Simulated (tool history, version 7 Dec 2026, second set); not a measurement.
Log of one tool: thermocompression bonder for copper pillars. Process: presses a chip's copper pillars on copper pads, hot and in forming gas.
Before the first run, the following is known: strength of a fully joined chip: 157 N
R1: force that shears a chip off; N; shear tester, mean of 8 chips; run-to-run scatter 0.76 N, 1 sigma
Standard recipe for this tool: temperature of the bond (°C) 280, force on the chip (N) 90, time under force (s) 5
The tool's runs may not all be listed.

{"run": 1, "hour": 0.0, "temperature of the bond (°C)": 280, "force on the chip (N)": 90, "time under force (s)": 5, "R1": 77.1}
{"run": 2, "hour": 27.2, "temperature of the bond (°C)": 280, "force on the chip (N)": 90, "time under force (s)": 5, "R1": 75.3}
{"run": 3, "hour": 47.2, "temperature of the bond (°C)": 280, "force on the chip (N)": 90, "time under force (s)": 5, "R1": 75.2}
{"run": 4, "hour": 64.9, "temperature of the bond (°C)": 280, "force on the chip (N)": 90, "time under force (s)": 5, "R1": 75.5}
{"run": 5, "hour": 92.6, "temperature of the bond (°C)": 280, "force on the chip (N)": 90, "time under force (s)": 5, "R1": 72.6}
{"hour": 100.7, "done": "forming gas filter changed"}
{"run": 6, "hour": 117.6, "temperature of the bond (°C)": 280, "force on the chip (N)": 90, "time under force (s)": 5, "R1": 79}
{"run": 7, "hour": 135.8, "temperature of the bond (°C)": 280, "force on the chip (N)": 130, "time under force (s)": 5, "R1": 107.9}
{"run": 8, "hour": 152.6, "temperature of the bond (°C)": 280, "force on the chip (N)": 130, "time under force (s)": 5, "R1": 108.1}
{"run": 9, "hour": 189.7, "temperature of the bond (°C)": 280, "force on the chip (N)": 130, "time under force (s)": 5, "R1": 104.1}
{"run": 10, "hour": 222.3, "temperature of the bond (°C)": 280, "force on the chip (N)": 130, "time under force (s)": 5, "R1": 103}
{"run": 11, "hour": 258.1, "temperature of the bond (°C)": 280, "force on the chip (N)": 90, "time under force (s)": 5, "R1": 74}
{"hour": 283.6, "done": "forming gas filter changed"}
{"run": 12, "hour": 287.2, "temperature of the bond (°C)": 280, "force on the chip (N)": 90, "time under force (s)": 5, "R1": 78.6}
{"run": 13, "hour": 314.7, "temperature of the bond (°C)": 280, "force on the chip (N)": 90, "time under force (s)": 5, "R1": 78}
{"run": 14, "hour": 336.5, "temperature of the bond (°C)": 280, "force on the chip (N)": 90, "time under force (s)": 5, "R1": 75}
{"run": 15, "hour": 361.4, "temperature of the bond (°C)": 280, "force on the chip (N)": 90, "time under force (s)": 5, "R1": 75.4}
{"run": 16, "hour": 380.5, "temperature of the bond (°C)": 280, "force on the chip (N)": 90, "time under force (s)": 5, "R1": 75.2}
{"run": 17, "hour": 407.8, "temperature of the bond (°C)": 274, "force on the chip (N)": 90, "time under force (s)": 10, "R1": 89.7}
{"run": 18, "hour": 435.6, "temperature of the bond (°C)": 306, "force on the chip (N)": 69, "time under force (s)": 3, "R1": 56.8}
{"run": 19, "hour": 454.6, "temperature of the bond (°C)": 306, "force on the chip (N)": 69, "time under force (s)": 3, "R1": 57.8}
{"hour": 466.2, "done": "forming gas filter changed"}
{"run": 20, "hour": 481.2, "temperature of the bond (°C)": 280, "force on the chip (N)": 90, "time under force (s)": 6, "R1": 84.1}
{"run": 21, "hour": 509.3, "temperature of the bond (°C)": 256, "force on the chip (N)": 73, "time under force (s)": 6, "R1": 49.9}
{"run": 22, "hour": 543.5, "temperature of the bond (°C)": 256, "force on the chip (N)": 73, "time under force (s)": 6, "R1": 49.8}
{"run": 23, "hour": 558.8, "temperature of the bond (°C)": 289, "force on the chip (N)": 95, "time under force (s)": 3, "R1": 71.6}
{"run": 24, "hour": 590.6, "temperature of the bond (°C)": 271, "force on the chip (N)": 96, "time under force (s)": 3, "R1": 59}
{"run": 25, "hour": 621.0, "temperature of the bond (°C)": 254, "force on the chip (N)": 124, "time under force (s)": 4, "R1": 72.3}
{"hour": 649.6, "done": "forming gas filter changed"}
{"run": 26, "hour": 655.5, "temperature of the bond (°C)": 297, "force on the chip (N)": 57, "time under force (s)": 7, "R1": 63.2}
{"run": 27, "hour": 671.8, "temperature of the bond (°C)": 309, "force on the chip (N)": 80, "time under force (s)": 10, "R1": 107.2}

Selected run-to-run steps in R1, each split into two signed amounts: the part the tool would show with no hidden state at all (from settings, incoming material and random variation), and the remainder, which goes to the hidden state together with any gauge scatter not common to the measured and the hidden-state-free results:
What the log doesn't record here: true temperature of the bond over the reading, C; force that reaches the chip, % of what is set; oxide that the forming gas leaves, % of the face; drift of the gauge itself on shear_n, %.
Run 11 -> 12: forming gas filter changed. R1 +4.6 N: hidden state +5, all else -0.4.
Run 20 -> 21: temperature of the bond (°C) 280 -> 256, force on the chip (N) 90 -> 73. R1 -34.2 N: hidden state -0.2, all else -34.
Run 25 -> 26: temperature of the bond (°C) 254 -> 297, force on the chip (N) 124 -> 57, time under force (s) 4 -> 7, forming gas filter changed. R1 -9.1 N: hidden state +5.1, all else -14.2.
Run 26 -> 27: temperature of the bond (°C) 297 -> 309, force on the chip (N) 57 -> 80, time under force (s) 7 -> 10. R1 +44 N: hidden state -0.9, all else +44.9.

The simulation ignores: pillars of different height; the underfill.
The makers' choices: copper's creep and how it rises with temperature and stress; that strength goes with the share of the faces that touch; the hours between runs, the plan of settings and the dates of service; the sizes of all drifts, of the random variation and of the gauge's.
